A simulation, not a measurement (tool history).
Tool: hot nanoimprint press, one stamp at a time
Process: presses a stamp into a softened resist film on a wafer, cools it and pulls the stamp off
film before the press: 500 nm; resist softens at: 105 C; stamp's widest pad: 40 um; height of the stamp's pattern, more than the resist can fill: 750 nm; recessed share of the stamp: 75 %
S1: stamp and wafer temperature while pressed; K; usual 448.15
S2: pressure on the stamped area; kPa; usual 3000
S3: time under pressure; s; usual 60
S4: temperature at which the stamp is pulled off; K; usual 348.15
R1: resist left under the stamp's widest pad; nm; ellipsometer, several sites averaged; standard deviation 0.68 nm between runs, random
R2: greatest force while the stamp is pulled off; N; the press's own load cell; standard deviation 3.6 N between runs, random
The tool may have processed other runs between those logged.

run 1 hour=0.0 | S1=448.15 S2=3000 S3=60 S4=348.15 | R1=266.2 R2=173
run 2 hour=24.7 | S1=448.15 S2=3000 S3=60 S4=348.15 | R1=266.3 R2=173
run 3 hour=67.4 | S1=448.15 S2=3000 S3=60 S4=348.15 | R1=266.1 R2=170
run 4 hour=97.7 | S1=448.15 S2=3000 S3=60 S4=348.15 | R1=266.1 R2=167
run 5 hour=137.9 | S1=448.15 S2=3000 S3=60 S4=348.15 | R1=265.6 R2=166
run 6 hour=163.8 | S1=448.15 S2=3000 S3=60 S4=348.15 | R1=265.7 R2=174
run 7 hour=188.2 | S1=448.15 S2=3000 S3=60 S4=348.15 | R1=266.0 R2=179
run 8 hour=229.4 | S1=448.15 S2=3000 S3=60 S4=348.15 | R1=266.2 R2=172
run 9 hour=266.0 | S1=448.15 S2=3000 S3=60 S4=348.15 | R1=265.6 R2=167
run 10 hour=286.4 | S1=448.15 S2=3000 S3=60 S4=348.15 | R1=266.6 R2=168
run 11 hour=311.9 | S1=448.15 S2=3000 S3=60 S4=348.15 | R1=265.4 R2=170
run 12 hour=349.7 | S1=448.15 S2=3000 S3=60 S4=348.15 | R1=266.9 R2=171
run 13 hour=375.5 | S1=448.15 S2=3000 S3=60 S4=348.15 | R1=264.4 R2=175
run 14 hour=404.3 | S1=448.15 S2=3000 S3=60 S4=348.15 | R1=264.3 R2=174
-- hour=452.2 stamp cleaned and given a new release coat
run 15 hour=456.3 | S1=448.15 S2=3120 S3=60 S4=348.15 | R1=262.8 R2=175
run 16 hour=495.6 | S1=459.15 S2=3120 S3=40 S4=344.15 | R1=191.3 R2=182
run 17 hour=534.6 | S1=459.15 S2=3120 S3=40 S4=344.15 | R1=192.1 R2=184
run 18 hour=556.5 | S1=448.15 S2=3000 S3=38 S4=348.15 | R1=309.7 R2=179
run 19 hour=578.7 | S1=448.15 S2=4660 S3=79 S4=349.15 | R1=200.7 R2=166
run 20 hour=620.1 | S1=448.15 S2=4660 S3=79 S4=349.15 | R1=201.3 R2=167
-- hour=633.7 press's hydraulic seals changed and the load cell set to zero
-- hour=640.0 plate thermocouple calibrated
run 21 hour=677.1 | S1=441.15 S2=3000 S3=60 S4=348.15 | R1=347.6 R2=170
run 22 hour=713.2 | S1=441.15 S2=3000 S3=60 S4=348.15 | R1=349.9 R2=178
run 23 hour=738.5 | S1=448.15 S2=3000 S3=40 S4=348.15 | R1=304.7 R2=176
run 24 hour=758.7 | S1=448.15 S2=4690 S3=40 S4=345.15 | R1=262.8 R2=184
run 25 hour=803.4 | S1=448.15 S2=4690 S3=40 S4=345.15 | R1=261.3 R2=180
run 26 hour=828.1 | S1=448.15 S2=4690 S3=40 S4=345.15 | R1=261.4 R2=186
run 27 hour=848.6 | S1=456.15 S2=4740 S3=40 S4=345.15 | R1=181.9 R2=180
run 28 hour=882.4 | S1=439.15 S2=4740 S3=45 S4=345.15 | R1=356.5 R2=187
run 29 hour=921.2 | S1=448.15 S2=3000 S3=60 S4=348.15 | R1=265.2 R2=169

Below are 5 alternative next runs, each starting from the tool's condition after run 29. Predict each:
run A hour=964.3 | S1=455.15 S2=3320 S3=51 S4=348.15 | R1=? R2=?
run B hour=964.3 | S1=448.15 S2=1910 S3=46 S4=348.15 | R1=? R2=?
run C hour=964.3 | S1=450.15 S2=4000 S3=60 S4=352.15 | R1=? R2=?
run D hour=964.3 | S1=448.15 S2=2380 S3=66 S4=346.15 | R1=? R2=?
run E hour=964.3 | S1=456.15 S2=1860 S3=53 S4=348.15 | R1=? R2=?

run=A R1=200.2 R2=171
run=B R1=334.8 R2=167
run=C R1=217.3 R2=161
run=D R1=280.1 R2=171
run=E R1=239.3 R2=176
Take away the tool's hidden state, keep each run's random variation, and the runs would have read:
run=A R1=200.2 R2=170
run=B R1=334.9 R2=166
run=C R1=217.4 R2=159
run=D R1=280.1 R2=170
run=E R1=239.4 R2=174
